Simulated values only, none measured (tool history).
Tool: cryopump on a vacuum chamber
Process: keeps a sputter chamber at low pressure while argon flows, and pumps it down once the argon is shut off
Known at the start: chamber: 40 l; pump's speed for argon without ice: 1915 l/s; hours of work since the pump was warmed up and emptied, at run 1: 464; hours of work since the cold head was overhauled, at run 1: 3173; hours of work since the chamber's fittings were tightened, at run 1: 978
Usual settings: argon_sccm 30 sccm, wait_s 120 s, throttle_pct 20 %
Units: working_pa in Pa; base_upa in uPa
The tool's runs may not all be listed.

run,day,argon_sccm,wait_s,throttle_pct,hours of work since the pump was warmed up and emptied,hours of work since the cold head was overhauled,hours of work since the chamber's fittings were tightened,working_pa,base_upa
1,0,30,120,20,464,3173,978,0.1364,0.97
2,2.921,30,120,20,525,3234,1039,0.1365,1
3,7.3,30,120,20,617,3325,1130,0.1378,1.06
# day 8: pump warmed up, emptied and cooled again
4,11.538,30,120,20,74,3409,1214,0.1331,0.99
5,16.067,30,120,20,168,3504,1309,0.1347,1.09
6,21.242,30,120,20,276,3612,1417,0.1353,1.08
7,23.696,30,120,20,328,3663,1468,0.1373,1.1
8,26.442,30,120,20,385,3720,1525,0.1367,1.14
9,29.446,15,120,20,447,3783,1588,0.0678,1.14
10,33.158,30,120,30,525,3860,1665,0.0929,1.16
# day 37.817: pump warmed up, emptied and cooled again
11,37.817,30,120,30,0,3953,1758,0.0893,1.09
12,43.008,30,120,30,108,4061,1867,0.0911,1.13
13,48.308,30,120,20,219,4172,1977,0.1344,1.19
# day 50.983: leaking fittings of the chamber tightened, without venting
14,51.717,30,120,20,288,4241,15,0.1352,0.72
15,54.488,30,120,20,346,4299,73,0.1356,0.76
16,58.146,30,120,59,422,4376,149,0.0488,0.75
17,61.746,30,120,59,497,4451,224,0.0493,0.79
18,64.279,27,269,59,550,4504,277,0.0443,0.51
# day 67.783: pump warmed up, emptied and cooled again
19,69.762,27,269,59,41,4614,387,0.0417,0.51
20,74.642,27,269,59,143,4715,489,0.042,0.57
21,78.958,40,160,19,233,4805,579,0.1884,0.67
22,82.058,40,160,19,298,4870,644,0.1901,0.79
23,85.062,40,21,18,361,4933,707,0.2011,3.45
24,89.579,40,21,18,455,5027,801,0.2013,3.45
25,93.225,40,21,18,531,5103,877,0.2042,3.55
# day 97.8: pump warmed up, emptied and cooled again
26,99.025,52,120,19,26,5220,994,0.2447,0.88
27,102.146,30,26,15,91,5285,1059,0.1788,2.9
28,105.746,30,26,15,166,5360,1134,0.1796,2.82
29,110.108,30,26,15,257,5451,1225,0.1798,2.95
30,114.629,43,275,57,351,5545,1319,0.0725,0.77
31,118.229,25,199,34,426,5620,1394,0.0693,0.89
32,123.071,30,101,25,527,5721,1495,0.1111,1.28
# day 127.692: pump warmed up, emptied and cooled again
33,127.692,40,72,22,0,5814,1587,0.1619,1.36
34,130.438,17,36,17,57,5871,1645,0.0901,2.37

The same runs without the tool's hidden state, with the same run-to-run variation:
The hidden state here: pump's speed, % of a pump's without ice; cold plate's temperature, K; leak into the chamber, uPa l/s; drift of the gauge itself on working_pa, %; drift of the gauge itself on base_upa, %.
run,working_pa,base_upa
1,0.1324,0.68
2,0.132,0.69
3,0.1325,0.71
4,0.1318,0.68
5,0.1327,0.74
6,0.1325,0.69
7,0.134,0.7
8,0.1329,0.71
9,0.0657,0.68
10,0.088,0.67
11,0.0883,0.67
12,0.0893,0.66
13,0.1318,0.68
14,0.132,0.69
15,0.1319,0.72
16,0.0446,0.68
17,0.0444,0.7
18,0.0394,0.39
19,0.0404,0.4
20,0.0401,0.43
21,0.1847,0.51
22,0.1856,0.6
23,0.1959,3.23
24,0.1951,3.2
25,0.1971,3.28
26,0.2422,0.63
27,0.1769,2.63
28,0.1771,2.52
29,0.1766,2.62
30,0.0667,0.41
31,0.0653,0.49
32,0.1054,0.83
33,0.1599,0.98
34,0.0891,1.95
